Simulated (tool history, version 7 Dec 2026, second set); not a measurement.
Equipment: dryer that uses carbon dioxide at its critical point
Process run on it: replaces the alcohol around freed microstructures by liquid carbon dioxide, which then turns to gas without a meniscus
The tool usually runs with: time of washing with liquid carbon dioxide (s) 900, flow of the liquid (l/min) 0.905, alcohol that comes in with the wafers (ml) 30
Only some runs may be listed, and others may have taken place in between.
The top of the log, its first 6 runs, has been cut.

run,hour,time of washing with liquid carbon dioxide (s),flow of the liquid (l/min),alcohol that comes in with the wafers (ml),hours of work since the filter was changed,hours of work since the purifier's bed was changed,alcohol left in the vessel before it's heated (ppm by volume)
7,66.0,900,0.905,30,184,410,109
8,76.5,900,0.905,30,191,417,108
9,88.9,900,0.905,30,200,425,91
10,99.8,900,0.905,30,207,433,102
11,114.1,900,1.051,30,217,442,91
12,126.4,900,1.051,30,225,451,91
13,138.3,900,1.051,30,233,459,86
14,150.5,900,0.820,30,241,467,156
15,159.7,900,0.820,30,247,473,147
16,173.7,900,0.905,30,257,483,120
17,184.7,900,0.905,30,264,490,117
18,193.7,900,0.905,30,270,496,118
19,205.9,900,0.905,30,279,504,115
20,212.6,600,0.569,60,283,509,2723
21,225.9,600,0.653,57,292,518,1804
22,233.0,1320,0.905,25,297,523,84
23,240.9,1320,0.905,25,302,528,86
24,253.1,660,1.158,90,310,536,247

The next listed run, before its measurement:
25,263.1,1200,0.657,63,317,543,?

Run 25 measured alcohol left in the vessel before it's heated (ppm by volume) 190.
Were there no unlogged condition in the tool, this run, its random variation unchanged, would have produced alcohol left in the vessel before it's heated (ppm by volume) 82.
